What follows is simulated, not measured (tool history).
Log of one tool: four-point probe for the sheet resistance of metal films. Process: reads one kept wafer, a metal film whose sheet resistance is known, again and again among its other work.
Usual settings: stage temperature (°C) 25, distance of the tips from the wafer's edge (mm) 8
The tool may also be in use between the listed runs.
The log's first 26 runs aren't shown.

run,hour,stage temperature (°C),distance of the tips from the wafer's edge (mm),sheet resistance as the instrument gives it (ohm/square)
27,775.5,19,3,28.714632
28,814.8,28,7,26.716099
29,847.5,28,7,26.710179
30,871.7,32,30,26.224174
31,904.4,31,22,26.271064
32,932.6,32,4,27.531618
33,954.3,32,4,27.535766
34,983.0,32,4,27.536921
35,1010.4,30,40,26.240610
36,1038.8,30,24,26.270227
37,1068.1,30,24,26.258328

4 ways to go on from here, each from the tool as it stands after run 37. What would each give?
A,1106.0,25,17,?
B,1106.0,20,3,?
C,1106.0,32,17,?
D,1106.0,26,13,?

run,sheet resistance as the instrument gives it (ohm/square)
A,26.402081
B,28.711510
C,26.276444
D,26.433141
Without the tool's hidden state the same runs would have given:
run,sheet resistance as the instrument gives it (ohm/square)
A,26.296497
B,28.597748
C,26.171172
D,26.327424
